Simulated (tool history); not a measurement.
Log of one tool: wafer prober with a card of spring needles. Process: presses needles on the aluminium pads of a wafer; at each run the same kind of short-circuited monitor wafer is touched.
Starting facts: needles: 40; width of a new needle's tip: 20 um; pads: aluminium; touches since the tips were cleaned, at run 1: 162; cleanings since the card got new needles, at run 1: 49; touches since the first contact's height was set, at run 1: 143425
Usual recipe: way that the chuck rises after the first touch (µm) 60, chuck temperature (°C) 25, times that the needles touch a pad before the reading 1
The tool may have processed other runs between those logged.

run,hour,way that the chuck rises after the first touch (µm),chuck temperature (°C),times that the needles touch a pad before the reading,touches since the tips were cleaned,cleanings since the card got new needles,touches since the first contact's height was set,resistance of one needle with its contact and lead (mohm),way that a needle slides on the pad (µm)
1,0,60,25,1,162,49,143425,268,9.74
# hour 11: tips cleaned on abrasive film
2,15.5,60,25,3,2473,50,151846,271,9.73
# hour 22.3: tips cleaned on abrasive film
3,30.5,60,25,3,4499,51,160019,267,9.71
# hour 33.5: tips cleaned on abrasive film
4,40.9,60,25,3,4039,52,165652,268,9.75
# hour 44.8: tips cleaned on abrasive film
# hour 56.1: tips cleaned on abrasive film
5,58.7,60,25,3,1393,54,175246,273,9.74
6,66.1,60,25,1,5437,54,179290,272,9.73
# hour 67.3: tips cleaned on abrasive film
# hour 78.8: tips cleaned on abrasive film
7,80.8,60,25,1,1075,56,187257,272,9.68
8,88.2,75,25,1,5100,56,191282,266,12.13
# hour 90.2: tips cleaned on abrasive film
9,98.9,75,25,1,4779,57,197116,266,12.16
# hour 102: tips cleaned on abrasive film
# hour 113.7: tips cleaned on abrasive film
10,113.7,60,25,2,0,59,205073,270,9.68
# hour 118: height of the first contact set anew
# hour 125.1: tips cleaned on abrasive film
11,126.9,60,25,2,982,60,4794,274,9.72
# hour 136.7: tips cleaned on abrasive film
12,136.7,51,25,2,0,61,10125,272,8.22
# hour 148.9: tips cleaned on abrasive film
13,152.3,46,55,2,1876,62,18588,281,7.4
# hour 160.2: tips cleaned on abrasive film
14,161.2,46,55,2,503,63,23391,283,7.42
# hour 171.9: tips cleaned on abrasive film
15,174.9,40,33,1,1636,64,30847,281,6.44
# hour 183.2: tips cleaned on abrasive film
16,186.6,50,25,1,1871,65,37214,270,8.08
# hour 194.7: tips cleaned on abrasive film
17,200.8,60,25,2,3345,66,44925,273,9.67
# hour 206.7: tips cleaned on abrasive film
18,211.2,60,49,1,2476,67,50567,279,9.66
# hour 218.8: tips cleaned on abrasive film
19,223.6,50,113,2,2651,68,57300,297,8.06
# hour 230.1: tips cleaned on abrasive film
20,238.6,57,113,2,4636,69,65436,298,9.16

Predict each of these 3 candidate next runs independently; none follows another, all start after run 20:
# hour 242.6: tips cleaned on abrasive film
A,248.6,74,62,2,3281,70,70839,?,?
# hour 242.6: tips cleaned on abrasive film
B,248.6,57,38,2,3281,70,70839,?,?
# hour 242.6: tips cleaned on abrasive film
C,248.6,57,99,1,3281,70,70839,?,?

run,resistance of one needle with its contact and lead (mohm),way that a needle slides on the pad (µm)
A,274,11.88
B,277,9.13
C,293,9.15
Stripped of hidden state, with their random variation kept, the same runs would have yielded:
run,resistance of one needle with its contact and lead (mohm),way that a needle slides on the pad (µm)
A,274,12.01
B,277,9.23
C,292,9.25
